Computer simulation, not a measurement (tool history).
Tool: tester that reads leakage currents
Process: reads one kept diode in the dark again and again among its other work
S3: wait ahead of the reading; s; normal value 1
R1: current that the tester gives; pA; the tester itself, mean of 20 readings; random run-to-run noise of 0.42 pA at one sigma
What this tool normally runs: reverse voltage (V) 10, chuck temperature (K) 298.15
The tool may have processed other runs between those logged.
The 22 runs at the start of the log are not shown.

Run 23, hour 1361.9: usual settings but reverse voltage (V) 1.9, chuck temperature (K) 312.15, S3 7.52 s. Result: R1 186.54 pA.
Run 24, hour 1426.1: usual settings but reverse voltage (V) 1.9, chuck temperature (K) 312.15, S3 7.52 s. Result: R1 186.21 pA.
Run 25, hour 1505.9: usual settings but reverse voltage (V) 7. Result: R1 119.62 pA.
Run 26, hour 1557.2: usual settings but chuck temperature (K) 302.15, S3 0.42 s. Result: R1 187.23 pA.
Run 27, hour 1616.1: usual settings but chuck temperature (K) 329.15, S3 0.42 s. Result: R1 1057.44 pA.
Run 28, hour 1654: usual settings but chuck temperature (K) 302.15, S3 1.52 s. Result: R1 182.76 pA.
At hour 1688.3: tester calibrated.
Run 29, hour 1693: usual settings but chuck temperature (K) 302.15, S3 1.52 s. Result: R1 182.92 pA.
Run 30, hour 1752.2: usual settings but reverse voltage (V) 10.2, chuck temperature (K) 303.15, S3 5.39 s. Result: R1 196.56 pA.
Run 31, hour 1828.8: usual settings but chuck temperature (K) 294.15, S3 1.31 s. Result: R1 102.82 pA.
Run 32, hour 1885.4: usual settings but chuck temperature (K) 294.15, S3 1.31 s. Result: R1 102.92 pA.
Run 33, hour 1947.4: usual settings but chuck temperature (K) 311.15, S3 0.59 s. Result: R1 339.58 pA.
Run 34, hour 2005.7: usual settings but reverse voltage (V) 2, chuck temperature (K) 322.15, S3 9.61 s. Result: R1 363.56 pA.
Run 35, hour 2077.7: usual settings but reverse voltage (V) 3.3, chuck temperature (K) 305.15, S3 1.26 s. Result: R1 144.94 pA.
Run 36, hour 2132.5: usual settings but reverse voltage (V) 3.3, chuck temperature (K) 305.15, S3 1.26 s. Result: R1 145.43 pA.
Run 37, hour 2197.5: usual settings but reverse voltage (V) 3.3, chuck temperature (K) 305.15, S3 1.26 s. Result: R1 144.54 pA.
Run 38, hour 2241.9: usual settings but reverse voltage (V) 3.3, chuck temperature (K) 305.15, S3 1.26 s. Result: R1 145.17 pA.
Run 39, hour 2282.3: usual settings but reverse voltage (V) 3.3, chuck temperature (K) 305.15, S3 1.26 s. Result: R1 144.37 pA.

4 ways to go on from here, each from the tool as it stands after run 39. What would each give?
Run A, hour 2369.3: usual settings but reverse voltage (V) 3.3, chuck temperature (K) 305.15, S3 0.46 s. Result: R1 ?.
Run B, hour 2369.3: usual settings but reverse voltage (V) 2.2, chuck temperature (K) 305.15, S3 0.31 s. Result: R1 ?.
Run C, hour 2369.3: usual settings but reverse voltage (V) 1.3, chuck temperature (K) 313.15, S3 2.7 s. Result: R1 ?.
Run D, hour 2369.3: usual settings but reverse voltage (V) 4.1, chuck temperature (K) 299.15, S3 1.65 s. Result: R1 ?.

run      R1
  A  146.38
  B  124.99
  C     171
  D  103.03
Had the tool no hidden state, the same runs would have come out as:
run      R1
  A  146.24
  B  124.88
  C  170.86
  D  102.92
